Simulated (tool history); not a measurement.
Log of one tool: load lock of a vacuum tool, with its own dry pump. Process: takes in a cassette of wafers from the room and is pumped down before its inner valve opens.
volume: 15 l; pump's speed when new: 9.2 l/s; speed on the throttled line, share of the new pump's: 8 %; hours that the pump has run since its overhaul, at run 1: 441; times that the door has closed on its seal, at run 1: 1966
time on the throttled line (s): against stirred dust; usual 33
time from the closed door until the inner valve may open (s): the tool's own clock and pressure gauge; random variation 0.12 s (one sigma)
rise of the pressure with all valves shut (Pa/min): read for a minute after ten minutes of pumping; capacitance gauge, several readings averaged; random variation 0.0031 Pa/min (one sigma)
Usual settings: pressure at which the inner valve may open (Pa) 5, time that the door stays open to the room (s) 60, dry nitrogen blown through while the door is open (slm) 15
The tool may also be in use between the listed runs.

run      day  time on the throttled line (s)  pressure at which the inner valve may open (Pa)  time that the door stays open to the room (s)  dry nitrogen blown through while the door is open (slm)  hours that the pump has run since its overhaul  times that the door has closed on its seal  incoming humidity of the room's air, %  time from the closed door until the inner valve may open (s)  rise of the pressure with all valves shut (Pa/min)
  1        0                              33                                                5                                             60                                                       15                                             441                                        1966                                    45.5                                                          46.6                                               0.091
  2   14.629                              33                                                5                                             60                                                       15                                             792                                        3532                                    43.4                                                          46.8                                               0.095
  3   28.417                              33                                                5                                             60                                                       15                                            1123                                        5008                                    44.2                                                          46.7                                               0.101
  4   44.671                              33                                                5                                             60                                                       15                                            1513                                        6748                                    42.9                                                          46.8                                               0.106
  5   54.233                              33                                                5                                             60                                                       15                                            1742                                        7772                                    44.3                                                          46.9                                               0.112
  6   67.683                              33                                                5                                             60                                                       15                                            2065                                        9211                                    42.4                                                          46.8                                               0.115
  7   78.271                              33                                                5                                             60                                                       15                                            2319                                       10345                                    46.5                                                          46.6                                               0.128
  8   91.712                              33                                                5                                             60                                                       15                                            2642                                       11784                                    44.9                                                          46.9                                               0.136
  9  111.271                              33                                                5                                             60                                                       12                                            3111                                       13877                                    40.7                                                            47                                               0.133
 10  125.596                              33                                                5                                             60                                                       12                                            3455                                       15410                                    44.7                                                            47                                                0.15
 11  135.996                              33                                                5                                             60                                                       15                                            3705                                       16524                                    47.6                                                          46.9                                               0.157
 12  150.275                              33                                                5                                            154                                                       15                                            4047                                       18052                                    48.6                                                            47                                               0.264
 13  159.646                              32                                                5                                            154                                                       15                                            4272                                       19056                                      45                                                          46.2                                               0.251
 14  173.312                              32                                                5                                            154                                                       15                                            4600                                       20518                                    48.1                                                          46.2                                               0.272
 15    192.1                              33                                                5                                             60                                                       15                                            5051                                       22529                                    42.1                                                            47                                               0.183
 16    212.8                              33                                                5                                             60                                                       15                                            5548                                       24745                                      44                                                          47.2                                               0.197
 17  225.133                              33                                                5                                             60                                                       15                                            5844                                       26066                                    42.3                                                          47.3                                               0.199
 18  237.229                              33                                                5                                             60                                                       15                                            6134                                       27361                                      43                                                          47.2                                                0.21
 19  250.112                              33                                                5                                             60                                                       15                                            6444                                       28739                                    47.8                                                          47.3                                               0.229
 20  258.671                              65                                                6                                             73                                                        5                                            6649                                       29655                                    45.2                                                          76.3                                               0.266
 21  267.654                              59                                                5                                             73                                                        5                                            6864                                       30617                                      46                                                          71.1                                                0.28
 22  277.292                              59                                                5                                             73                                                        5                                            7096                                       31649                                    44.1                                                          71.2                                               0.266
 23  293.742                              18                                                8                                            215                                                       30                                            7491                                       33410                                    44.9                                                          32.8                                               0.348
 24  309.229                              18                                                8                                            215                                                       30                                            7862                                       35068                                    44.3                                                          32.8                                               0.358
 25  325.379                              33                                                6                                             60                                                       34                                            8250                                       36797                                    46.3                                                          47.1                                               0.259
 26  338.638                              33                                                6                                             60                                                       34                                            8568                                       38216                                    43.9                                                          47.2                                                0.26
 27  348.912                              23                                                4                                             60                                                       15                                            8815                                       39315                                    44.5                                                          38.9                                               0.301
 28  364.288                              33                                                8                                             60                                                       26                                            9184                                       40961                                    45.8                                                          46.6                                               0.303
 29  372.808                              33                                                8                                             60                                                       26                                            9388                                       41874                                    44.2                                                          46.6                                               0.307
 30  389.538                              33                                                8                                             60                                                       26                                            9790                                       43664                                    48.2                                                          46.7                                               0.334
 31  400.833                              33                                                5                                             60                                                       41                                           10061                                       44874                                    45.4                                                          47.6                                               0.325
 32  419.196                              33                                                9                                             31                                                       14                                           10501                                       46839                                    44.8                                                          46.5                                               0.337
 33  440.158                              33                                                9                                             31                                                       14                                           11005                                       49083                                    45.9                                                          46.6                                               0.371
 34  449.938                              33                                                7                                             60                                                       15                                           11239                                       50130                                      43                                                          47.1                                               0.397
 35    468.9                              18                                                6                                            167                                                        4                                           11694                                       52160                                    46.5                                                            34                                               0.592
 36    484.7                              29                                                6                                            167                                                        9                                           12074                                       53851                                    42.7                                                          43.9                                               0.555
 37  495.375                              29                                                6                                            167                                                        9                                           12330                                       54994                                    46.1                                                          43.8                                               0.588

Forecast each of these 4 alternatives for the next run:
  A  512.225                              29                                                5                                             27                                                       20                                           12734                                       56797                                    47.1                                                             ?                                                   ?
  B  512.225                              29                                                6                                            167                                                        9                                           12734                                       56797                                    48.3                                                             ?                                                   ?
  C  512.225                              18                                                5                                            142                                                       15                                           12734                                       56797                                    46.6                                                             ?                                                   ?
  D  512.225                              44                                                6                                             42                                                        9                                           12734                                       56797                                    43.3                                                             ?                                                   ?

run  time from the closed door until the inner valve may open (s)  rise of the pressure with all valves shut (Pa/min)
  A                                                          44.3                                               0.436
  B                                                          44.1                                               0.603
  C                                                          34.3                                               0.551
  D                                                          57.5                                               0.457
Without the tool's hidden state the same runs would have given:
run  time from the closed door until the inner valve may open (s)  rise of the pressure with all valves shut (Pa/min)
  A                                                            43                                                0.05
  B                                                          42.8                                               0.224
  C                                                          32.9                                               0.173
  D                                                          56.3                                               0.074

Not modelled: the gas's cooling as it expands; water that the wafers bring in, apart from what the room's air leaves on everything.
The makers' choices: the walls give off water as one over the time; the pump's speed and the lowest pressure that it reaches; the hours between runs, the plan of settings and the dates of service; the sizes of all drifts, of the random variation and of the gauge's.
